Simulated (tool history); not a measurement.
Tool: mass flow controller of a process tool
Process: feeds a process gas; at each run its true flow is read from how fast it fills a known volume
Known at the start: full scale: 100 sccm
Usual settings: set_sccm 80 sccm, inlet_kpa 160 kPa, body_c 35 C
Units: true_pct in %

run      day  set_sccm  inlet_kpa  body_c  true_pct
  1        0        80        160      35     99.67
  2   14.579        80        160      35     99.67
  3   28.042        80        160      35     99.58
  4   36.246        19        160      35     94.96
  5   45.875        19        160      35     94.89
  6   55.042        24        160      35     95.85
  7   70.083        24        160      35     95.83
  8   82.883        24        160      35      95.6
  9  101.017        24        160      35     95.51
 10  113.829        80        280      35    100.27
 11  123.308        80        280      35    100.43
 12   139.65        80        160      35     99.37
 13   158.75        80        160      35     99.49
 14  169.229        80        160      35     99.54
 15  180.767        80        160      35     99.39
 16  189.617        15        160      35     92.23
 17  201.729        80        160      35     99.35
 18  213.017        80        160      27     98.69
 19  231.296        80        160      27     98.73
 20  241.879        80        244      35    100.02
 21   257.75        80        244      35     99.92
 22  268.154        80        244      35      99.7
 23  287.196        80        244      35     99.85
 24  301.967        24        160      38     94.61
 25  312.579        34        236      20     95.38
 26  324.042        80        238      35     99.84
 27   337.15        35        160      35     96.08
 28  350.612        11        160      35     87.13
 29  362.108        14        157      35     89.58
 30  380.904        14        186      39     90.04
 31  390.283        20        233      27     92.41
 32  399.558        63        141      30     97.85
 33  417.088        46        147      39      97.4
 34  428.208        46        147      39     97.26
 35  440.954       100        160      30     99.66
 36  452.454        11        160      25     84.84
     464.288  -- controller's zero set anew
 37  471.633        12        200      34     99.56
 38  488.158        19        157      24     98.46
 39  503.075        41        166      25     99.02
 40  511.458        13        160      25     98.04
 41  530.375        26        160      38     99.49
 42  546.879        28        160      21     98.14

Hidden state or all else? Some run-to-run changes of true_pct, split into what the settings, what came in and random variation would give without the hidden state, and what is left for the hidden state (with any gauge scatter that isn't in both results):
The hidden state here: flow at rest that the sensor doesn't see, % of full scale; true flow over the shown one, %; drift of the gauge itself on true_pct, %.
Run 27 -> 28: set_sccm 35 -> 11. true_pct -8.95 %: hidden state -8.33, all else -0.62.
Run 35 -> 36: set_sccm 100 -> 11, body_c 30 -> 25. true_pct -14.82 %: hidden state -12.11, all else -2.71.
Run 36 -> 37: set_sccm 11 -> 12, inlet_kpa 160 -> 200, body_c 25 -> 34, controller's zero set anew. true_pct +14.72 %: hidden state +13.44, all else +1.28.

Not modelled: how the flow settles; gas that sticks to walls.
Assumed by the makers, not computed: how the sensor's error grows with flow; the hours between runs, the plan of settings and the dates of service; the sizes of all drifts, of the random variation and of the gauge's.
